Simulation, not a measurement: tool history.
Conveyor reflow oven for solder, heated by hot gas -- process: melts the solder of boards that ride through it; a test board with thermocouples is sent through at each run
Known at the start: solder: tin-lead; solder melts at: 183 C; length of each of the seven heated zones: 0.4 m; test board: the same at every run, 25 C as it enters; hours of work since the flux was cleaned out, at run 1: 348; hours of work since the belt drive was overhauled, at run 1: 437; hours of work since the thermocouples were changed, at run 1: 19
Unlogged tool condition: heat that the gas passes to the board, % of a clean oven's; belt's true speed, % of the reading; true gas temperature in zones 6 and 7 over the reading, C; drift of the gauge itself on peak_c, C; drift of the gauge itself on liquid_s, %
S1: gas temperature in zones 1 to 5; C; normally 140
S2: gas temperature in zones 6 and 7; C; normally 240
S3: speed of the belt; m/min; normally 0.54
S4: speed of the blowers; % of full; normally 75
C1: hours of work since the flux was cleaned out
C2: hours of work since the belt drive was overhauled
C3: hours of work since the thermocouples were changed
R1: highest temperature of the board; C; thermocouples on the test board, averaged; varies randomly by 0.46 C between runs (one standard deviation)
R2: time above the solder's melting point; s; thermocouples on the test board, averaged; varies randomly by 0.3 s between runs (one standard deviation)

run   hour   S1   S2     S3  S4   C1   C2   C3     R1    R2
  1      0  140  240   0.54  75  348  437   19    227  75.9
  2   12.5  140  240   0.54  75  355  443   25  227.5  76.1
  3   33.9  140  240   0.54  75  365  454   35  226.8    76
  4     51  140  240   0.54  75  374  462   44  226.4  75.7
  5   69.8  140  240   0.54  75  383  471   53  226.7  75.1
  6     81  140  240   0.54  68  389  477   59  224.8  74.8
  7   92.9  140  240   0.54  68  394  483   64  225.4  74.2
  8  111.2  140  240   0.54  68  403  492   74  224.3  74.2
     128.6  -- flux residue cleaned out of gas plates and filters
  9  128.6  140  240   0.54  68    0  498   80    226    75
 10  139.5  140  240   0.54  68    5  503   85  226.5  75.1
 11  163.1  140  240  0.559  75   17  515   97  226.7  73.5
 12  180.7  140  240  0.559  75   26  524  105  227.6  72.7
 13  191.6  140  240   0.54  75   31  529  111  228.5  76.6
 14    210  140  240   0.54  75   40  538  120  227.2  76.4
 15  234.5  140  240   0.54  75   52  550  132  227.8  76.6
 16  246.6  132  240  0.638  75   58  556  138  220.6  57.5
 17    267  132  240  0.638  75   68  566  148  220.8  57.3
 18  293.8  140  250  0.531  53   82  580  161  229.7  78.6
 19  306.4  138  246   0.64  53   88  586  168  217.5  55.6
 20  322.7  134  248  0.631  55   96  594  176  220.4  57.3
 21  343.2  140  229  0.558  76  106  604  186    217  66.5
 22  360.4  140  229  0.558  76  115  613  194  216.5    66
 23  372.4  134  240   0.54  69  121  619  200  225.8    72
 24    385  141  250   0.54  69  127  625  207  234.5    81
 25  406.4  140  240   0.54  80  137  635  217  228.3  77.2
 26  425.6  140  240   0.54  80  147  645  227  228.5  77.2
 27    452  151  235  0.457  82  160  658  240  228.5  97.3
 28  467.7  140  240  0.646  75  168  666  247  221.8  59.4
 29  482.8  143  240   0.54  59  175  673  255  221.7  73.8
 30  504.5  143  240   0.54  59  186  684  266  222.3  73.4

Per-run results on a tool with no hidden state, each run keeping its own random variation:
run     R1    R2
  1  228.1  76.3
  2  228.6  76.5
  3    228  76.4
  4  227.7  76.1
  5  228.1  75.6
  6  226.1  75.3
  7  226.8  74.8
  8  225.7  74.9
  9  226.1  74.6
 10  226.7  74.7
 11    227  73.2
 12  227.9  72.4
 13  228.9  76.3
 14  227.7  76.1
 15  228.3  76.4
 16  221.3  57.6
 17  221.5  57.4
 18  230.3  78.4
 19  218.2  55.7
 20  221.1  57.4
 21  217.8  66.8
 22  217.4  66.3
 23  226.7  72.2
 24  235.5  80.9
 25  229.5  77.2
 26  229.7  77.2
 27  229.6  97.1
 28  223.2  59.9
 29  222.9  74.1
 30  223.6  73.7
